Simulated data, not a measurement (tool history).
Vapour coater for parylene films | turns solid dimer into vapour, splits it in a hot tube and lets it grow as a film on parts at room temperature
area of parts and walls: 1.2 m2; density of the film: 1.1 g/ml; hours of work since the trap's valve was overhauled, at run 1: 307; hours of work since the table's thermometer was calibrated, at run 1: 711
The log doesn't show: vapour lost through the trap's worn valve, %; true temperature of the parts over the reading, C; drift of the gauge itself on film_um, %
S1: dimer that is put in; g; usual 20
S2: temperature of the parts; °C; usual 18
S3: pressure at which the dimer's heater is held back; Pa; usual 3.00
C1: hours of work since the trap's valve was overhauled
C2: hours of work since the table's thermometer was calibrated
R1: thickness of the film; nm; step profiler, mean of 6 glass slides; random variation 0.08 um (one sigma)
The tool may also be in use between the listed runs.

{"run": 1, "hour": 0.0, "S1": 20, "S2": 18, "S3": 3.0, "C1": 307, "C2": 711, "R1": 10950}
{"run": 2, "hour": 50.4, "S1": 20, "S2": 12, "S3": 3.0, "C1": 329, "C2": 734, "R1": 13990}
{"run": 3, "hour": 95.9, "S1": 20, "S2": 12, "S3": 3.0, "C1": 350, "C2": 754, "R1": 13860}
{"run": 4, "hour": 150.5, "S1": 20, "S2": 12, "S3": 3.0, "C1": 375, "C2": 779, "R1": 13970}
{"run": 5, "hour": 208.8, "S1": 20, "S2": 18, "S3": 3.0, "C1": 401, "C2": 805, "R1": 10840}
{"run": 6, "hour": 236.7, "S1": 20, "S2": 18, "S3": 3.0, "C1": 413, "C2": 818, "R1": 10940}
{"run": 7, "hour": 284.1, "S1": 20, "S2": 18, "S3": 3.0, "C1": 435, "C2": 839, "R1": 10780}
{"run": 8, "hour": 322.0, "S1": 20, "S2": 18, "S3": 3.0, "C1": 452, "C2": 856, "R1": 10600}
{"run": 9, "hour": 362.5, "S1": 20, "S2": 18, "S3": 3.0, "C1": 470, "C2": 875, "R1": 10770}
{"run": 10, "hour": 390.5, "S1": 20, "S2": 18, "S3": 3.0, "C1": 483, "C2": 887, "R1": 10620}
{"run": 11, "hour": 415.4, "S1": 20, "S2": 18, "S3": 3.0, "C1": 494, "C2": 898, "R1": 10690}
{"run": 12, "hour": 440.8, "S1": 11, "S2": 18, "S3": 3.0, "C1": 505, "C2": 910, "R1": 5840}
{"run": 13, "hour": 484.9, "S1": 28, "S2": 10, "S3": 5.54, "C1": 525, "C2": 930, "R1": 18900}
{"hour": 517.0, "done": "trap's valve overhauled"}
{"run": 14, "hour": 518.4, "S1": 28, "S2": 10, "S3": 5.54, "C1": 1, "C2": 943, "R1": 20580}

Run 15 comes next. What will it give?
{"run": 15, "hour": 556.9, "S1": 10, "S2": 26, "S3": 2.7, "C1": 18, "C2": 960, "R1": "?"}

R1: 4120 nm
Without the tool's hidden state the same run would have given R1 4310 nm.
